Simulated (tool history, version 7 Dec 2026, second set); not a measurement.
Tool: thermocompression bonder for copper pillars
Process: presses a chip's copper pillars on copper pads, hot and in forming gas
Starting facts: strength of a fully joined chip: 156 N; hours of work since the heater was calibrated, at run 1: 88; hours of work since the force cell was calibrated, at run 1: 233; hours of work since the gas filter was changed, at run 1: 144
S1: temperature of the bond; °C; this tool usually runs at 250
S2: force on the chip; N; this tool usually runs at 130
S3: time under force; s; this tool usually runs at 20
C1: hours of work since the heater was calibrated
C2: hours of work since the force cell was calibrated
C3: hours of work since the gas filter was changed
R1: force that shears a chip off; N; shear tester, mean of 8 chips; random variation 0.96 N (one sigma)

{"run": 1, "hour": 0.0, "S1": 250, "S2": 130, "S3": 20, "C1": 88, "C2": 233, "C3": 144, "R1": 78.4}
{"run": 2, "hour": 19.5, "S1": 250, "S2": 130, "S3": 16, "C1": 100, "C2": 245, "C3": 156, "R1": 72.8}
{"run": 3, "hour": 33.8, "S1": 250, "S2": 130, "S3": 20, "C1": 108, "C2": 254, "C3": 165, "R1": 77.6}
{"run": 4, "hour": 51.9, "S1": 235, "S2": 130, "S3": 20, "C1": 120, "C2": 265, "C3": 176, "R1": 64.3}
{"run": 5, "hour": 63.7, "S1": 251, "S2": 130, "S3": 20, "C1": 127, "C2": 273, "C3": 183, "R1": 78.4}
{"run": 6, "hour": 79.1, "S1": 250, "S2": 130, "S3": 40, "C1": 136, "C2": 282, "C3": 193, "R1": 94.3}
{"run": 7, "hour": 98.8, "S1": 250, "S2": 130, "S3": 20, "C1": 148, "C2": 294, "C3": 205, "R1": 76.6}
{"run": 8, "hour": 117.8, "S1": 250, "S2": 130, "S3": 20, "C1": 160, "C2": 306, "C3": 217, "R1": 76.4}
{"hour": 120.9, "done": "force cell calibrated"}
{"hour": 135.2, "done": "forming gas filter changed"}
{"run": 9, "hour": 140.5, "S1": 250, "S2": 130, "S3": 20, "C1": 173, "C2": 12, "C3": 3, "R1": 83}
{"run": 10, "hour": 161.2, "S1": 264, "S2": 130, "S3": 26, "C1": 186, "C2": 24, "C3": 16, "R1": 104}
{"run": 11, "hour": 180.3, "S1": 264, "S2": 130, "S3": 26, "C1": 197, "C2": 36, "C3": 28, "R1": 101.8}
{"run": 12, "hour": 200.4, "S1": 247, "S2": 130, "S3": 48, "C1": 210, "C2": 49, "C3": 40, "R1": 103.8}
{"run": 13, "hour": 209.8, "S1": 222, "S2": 186, "S3": 20, "C1": 216, "C2": 54, "C3": 46, "R1": 75.2}
{"run": 14, "hour": 221.9, "S1": 235, "S2": 101, "S3": 33, "C1": 223, "C2": 62, "C3": 53, "R1": 66.7}
{"run": 15, "hour": 241.4, "S1": 252, "S2": 84, "S3": 11, "C1": 235, "C2": 74, "C3": 65, "R1": 46.5}
{"hour": 254.0, "done": "force cell calibrated, once more"}
{"run": 16, "hour": 262.0, "S1": 222, "S2": 120, "S3": 13, "C1": 247, "C2": 5, "C3": 77, "R1": 43.1}
{"run": 17, "hour": 271.4, "S1": 237, "S2": 130, "S3": 26, "C1": 252, "C2": 11, "C3": 83, "R1": 73.8}
{"run": 18, "hour": 286.2, "S1": 258, "S2": 126, "S3": 20, "C1": 262, "C2": 20, "C3": 92, "R1": 85.6}

4 ways to go on from here, each from the tool as it stands after run 18. What would each give?
{"run": "A", "hour": 306.2, "S1": 258, "S2": 182, "S3": 20, "C1": 274, "C2": 32, "C3": 104, "R1": "?"}
{"run": "B", "hour": 306.2, "S1": 232, "S2": 130, "S3": 20, "C1": 274, "C2": 32, "C3": 104, "R1": "?"}
{"run": "C", "hour": 306.2, "S1": 273, "S2": 117, "S3": 13, "C1": 274, "C2": 32, "C3": 104, "R1": "?"}
{"run": "D", "hour": 306.2, "S1": 250, "S2": 118, "S3": 13, "C1": 274, "C2": 32, "C3": 104, "R1": "?"}

run=A R1=106.9
run=B R1=62.6
run=C R1=79.5
run=D R1=62.5
Had the tool no hidden state, the same runs would have come out as:
run=A R1=111.6
run=B R1=65.4
run=C R1=83
run=D R1=65.3
